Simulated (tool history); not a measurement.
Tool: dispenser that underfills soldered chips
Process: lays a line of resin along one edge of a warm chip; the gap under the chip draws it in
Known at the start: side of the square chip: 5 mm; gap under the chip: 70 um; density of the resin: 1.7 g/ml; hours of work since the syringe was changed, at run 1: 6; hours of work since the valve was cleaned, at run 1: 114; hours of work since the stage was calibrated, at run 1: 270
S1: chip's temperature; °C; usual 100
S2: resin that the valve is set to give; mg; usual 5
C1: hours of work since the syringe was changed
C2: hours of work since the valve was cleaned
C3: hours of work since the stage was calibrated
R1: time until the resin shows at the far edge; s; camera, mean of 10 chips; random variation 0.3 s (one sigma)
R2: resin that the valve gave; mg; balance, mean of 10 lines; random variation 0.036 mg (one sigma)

run 1 day=0 | S1=100 S2=5 | C1=6 C2=114 C3=270 | R1=6 R2=4.88
run 2 day=0.212 | S1=100 S2=5 | C1=10 C2=118 C3=274 | R1=8 R2=4.81
-- day=0.329 new syringe of resin
run 3 day=0.454 | S1=100 S2=5 | C1=2 C2=122 C3=278 | R1=4.9 R2=4.78
run 4 day=0.825 | S1=100 S2=5 | C1=9 C2=129 C3=285 | R1=7.7 R2=4.81
-- day=0.992 new syringe of resin
-- day=1.242 dispensing valve cleaned and set on the balance
run 5 day=1.288 | S1=100 S2=5 | C1=5 C2=1 C3=292 | R1=6 R2=4.96
-- day=1.696 new syringe of resin
run 6 day=1.696 | S1=100 S2=5 | C1=0 C2=8 C3=299 | R1=4.3 R2=4.98
run 7 day=2.096 | S1=100 S2=5 | C1=7 C2=15 C3=306 | R1=7.6 R2=4.97
-- day=2.362 new syringe of resin
run 8 day=2.5 | S1=100 S2=5 | C1=2 C2=22 C3=313 | R1=5.7 R2=4.97
run 9 day=2.917 | S1=100 S2=5 | C1=10 C2=29 C3=320 | R1=8.4 R2=4.94
-- day=3.038 new syringe of resin
run 10 day=3.1 | S1=100 S2=5 | C1=1 C2=32 C3=323 | R1=4.8 R2=5.01
run 11 day=3.421 | S1=107 S2=5 | C1=7 C2=38 C3=329 | R1=5.1 R2=4.96
-- day=3.692 new syringe of resin
run 12 day=3.717 | S1=107 S2=5 | C1=1 C2=43 C3=334 | R1=3.2 R2=4.91
run 13 day=4.108 | S1=107 S2=5 | C1=7 C2=50 C3=341 | R1=5.2 R2=4.92
-- day=4.342 new syringe of resin
run 14 day=4.438 | S1=100 S2=5.81 | C1=2 C2=56 C3=347 | R1=4.9 R2=5.7
run 15 day=4.629 | S1=100 S2=5.81 | C1=5 C2=59 C3=350 | R1=5.9 R2=5.68
run 16 day=4.871 | S1=100 S2=5.81 | C1=9 C2=64 C3=355 | R1=7.9 R2=5.7
-- day=5.025 new syringe of resin
run 17 day=5.054 | S1=100 S2=5.81 | C1=0 C2=67 C3=358 | R1=4.4 R2=5.66
run 18 day=5.267 | S1=98 S2=5 | C1=4 C2=70 C3=361 | R1=6.1 R2=4.86
run 19 day=5.625 | S1=110 S2=5.21 | C1=11 C2=77 C3=368 | R1=5 R2=5.07
-- day=5.692 new syringe of resin
run 20 day=5.9 | S1=93 S2=4.85 | C1=4 C2=81 C3=372 | R1=7.5 R2=4.73
run 21 day=6.071 | S1=106 S2=4.87 | C1=7 C2=84 C3=375 | R1=4.8 R2=4.72
-- day=6.371 new syringe of resin
run 22 day=6.408 | S1=106 S2=4.87 | C1=1 C2=90 C3=381 | R1=3.3 R2=4.68
run 23 day=6.767 | S1=106 S2=4.24 | C1=7 C2=97 C3=388 | R1=5.1 R2=4.17
run 24 day=6.975 | S1=95 S2=6.2 | C1=11 C2=100 C3=391 | R1=10.4 R2=6.07
-- day=7.046 new syringe of resin
run 25 day=7.304 | S1=99 S2=6.44 | C1=5 C2=106 C3=397 | R1=6.3 R2=6.23
run 26 day=7.533 | S1=99 S2=6.44 | C1=9 C2=110 C3=401 | R1=7.7 R2=6.19
-- day=7.712 new syringe of resin
run 27 day=7.725 | S1=99 S2=5.61 | C1=0 C2=113 C3=404 | R1=5 R2=5.4
run 28 day=8.038 | S1=94 S2=4.59 | C1=6 C2=119 C3=410 | R1=9 R2=4.42
run 29 day=8.35 | S1=95 S2=5.68 | C1=11 C2=124 C3=415 | R1=10.5 R2=5.38
-- day=8.392 new syringe of resin
run 30 day=8.708 | S1=115 S2=6.21 | C1=6 C2=131 C3=422 | R1=3.3 R2=5.98
run 31 day=8.896 | S1=91 S2=4.34 | C1=9 C2=134 C3=425 | R1=12.2 R2=4.12
-- day=9.025 dispensing valve cleaned and set on the balance
-- day=9.088 new syringe of resin
run 32 day=9.217 | S1=109 S2=5 | C1=2 C2=3 C3=430 | R1=3.4 R2=5.03
run 33 day=9.462 | S1=109 S2=4.95 | C1=7 C2=8 C3=434 | R1=5.1 R2=4.88
-- day=9.742 new syringe of resin
run 34 day=9.783 | S1=105 S2=5.16 | C1=1 C2=13 C3=440 | R1=4.3 R2=5.15
run 35 day=10.038 | S1=108 S2=4.88 | C1=5 C2=18 C3=444 | R1=3.8 R2=4.81
run 36 day=10.262 | S1=99 S2=6.41 | C1=9 C2=22 C3=448 | R1=8.1 R2=6.34

Hidden state at the last listed run before each entry between runs and at the first one after, where it differs:
Between runs 2 and 3: new syringe of resin (day 0.329)
  resin's viscosity, % of fresh resin's: 173.9 -> 113.6; dose that the valve gives, % of what is set: 96.38 -> 96.25; true chip temperature over the reading, C: -0.52 -> -0.53
  measured less the result without the state, R1: +3.5 -> +0.7 s; R2: -0.18 -> -0.19 mg
Between runs 4 and 5: new syringe of resin (day 0.992); dispensing valve cleaned and set on the balance (day 1.242)
  resin's viscosity, % of fresh resin's: 165 -> 128.4; dose that the valve gives, % of what is set: 96.03 -> 99.77; true chip temperature over the reading, C: -0.55 -> -0.57
  measured less the result without the state, R1: +3.1 -> +1.4 s; R2: -0.2 -> -0.02 mg
Between runs 5 and 6: new syringe of resin (day 1.696)
  resin's viscosity, % of fresh resin's: 128.4 -> 99.6; dose that the valve gives, % of what is set: 99.77 -> 99.54; true chip temperature over the reading, C: -0.57 -> -0.58
  measured less the result without the state, R1: +1.4 -> +0.1 s; R2: -0.02 -> -0.02 mg
Between runs 7 and 8: new syringe of resin (day 2.362)
  resin's viscosity, % of fresh resin's: 149.2 -> 114.2; dose that the valve gives, % of what is set: 99.32 -> 99.09; true chip temperature over the reading, C: -0.6 -> -0.62
  measured less the result without the state, R1: +2.4 -> +0.8 s; R2: -0.03 -> -0.05 mg
Between runs 9 and 10: new syringe of resin (day 3.038)
  resin's viscosity, % of fresh resin's: 173.8 -> 107.5; dose that the valve gives, % of what is set: 98.85 -> 98.76
  measured less the result without the state, R1: +3.6 -> +0.4 s; R2: -0.06 -> -0.06 mg
Between runs 11 and 12: new syringe of resin (day 3.692)
  resin's viscosity, % of fresh resin's: 148.8 -> 103; dose that the valve gives, % of what is set: 98.57 -> 98.42; true chip temperature over the reading, C: -0.65 -> -0.67
  measured less the result without the state, R1: +1.7 -> +0.2 s; R2: -0.07 -> -0.08 mg
Between runs 13 and 14: new syringe of resin (day 4.342)
  resin's viscosity, % of fresh resin's: 152.9 -> 112.6; dose that the valve gives, % of what is set: 98.2 -> 97.99; true chip temperature over the reading, C: -0.68 -> -0.7
  measured less the result without the state, R1: +1.9 -> +0.7 s; R2: -0.09 -> -0.12 mg
Between runs 16 and 17: new syringe of resin (day 5.025)
  resin's viscosity, % of fresh resin's: 174.1 -> 101.6; dose that the valve gives, % of what is set: 97.73 -> 97.63
  measured less the result without the state, R1: +3.6 -> +0.2 s; R2: -0.13 -> -0.14 mg
Between runs 19 and 20: new syringe of resin (day 5.692)
  resin's viscosity, % of fresh resin's: 180.7 -> 120.8; dose that the valve gives, % of what is set: 97.28 -> 97.12; true chip temperature over the reading, C: -0.75 -> -0.76
  measured less the result without the state, R1: +2.5 -> +1.6 s; R2: -0.14 -> -0.14 mg
Between runs 21 and 22: new syringe of resin (day 6.371)
  resin's viscosity, % of fresh resin's: 143.7 -> 103.4; dose that the valve gives, % of what is set: 97.03 -> 96.84; true chip temperature over the reading, C: -0.77 -> -0.78
  measured less the result without the state, R1: +1.6 -> +0.3 s; R2: -0.15 -> -0.15 mg
Between runs 24 and 25: new syringe of resin (day 7.046)
  resin's viscosity, % of fresh resin's: 183.4 -> 127.8; dose that the valve gives, % of what is set: 96.5 -> 96.33; true chip temperature over the reading, C: -0.8 -> -0.82
  measured less the result without the state, R1: +4.9 -> +1.5 s; R2: -0.22 -> -0.23 mg
Between runs 26 and 27: new syringe of resin (day 7.712)
  resin's viscosity, % of fresh resin's: 160.8 -> 101.7; dose that the valve gives, % of what is set: 96.19 -> 96.09
  measured less the result without the state, R1: +3.2 -> +0.3 s; R2: -0.25 -> -0.22 mg
Between runs 29 and 30: new syringe of resin (day 8.392)
  resin's viscosity, % of fresh resin's: 191.3 -> 134.9; dose that the valve gives, % of what is set: 95.71 -> 95.53; true chip temperature over the reading, C: -0.86 -> -0.88
  measured less the result without the state, R1: +5.6 -> +0.9 s; R2: -0.24 -> -0.27 mg
Between runs 31 and 32: dispensing valve cleaned and set on the balance (day 9.025); new syringe of resin (day 9.088)
  resin's viscosity, % of fresh resin's: 163.5 -> 113.8; dose that the valve gives, % of what is set: 95.42 -> 99.82; true chip temperature over the reading, C: -0.89 -> -0.9
  measured less the result without the state, R1: +5 -> +0.5 s; R2: -0.2 -> -0.01 mg
Between runs 33 and 34: new syringe of resin (day 9.742)
  resin's viscosity, % of fresh resin's: 146.1 -> 104.1; dose that the valve gives, % of what is set: 99.68 -> 99.51; true chip temperature over the reading, C: -0.91 -> -0.92
  measured less the result without the state, R1: +1.5 -> +0.3 s; R2: -0.02 -> -0.02 mg

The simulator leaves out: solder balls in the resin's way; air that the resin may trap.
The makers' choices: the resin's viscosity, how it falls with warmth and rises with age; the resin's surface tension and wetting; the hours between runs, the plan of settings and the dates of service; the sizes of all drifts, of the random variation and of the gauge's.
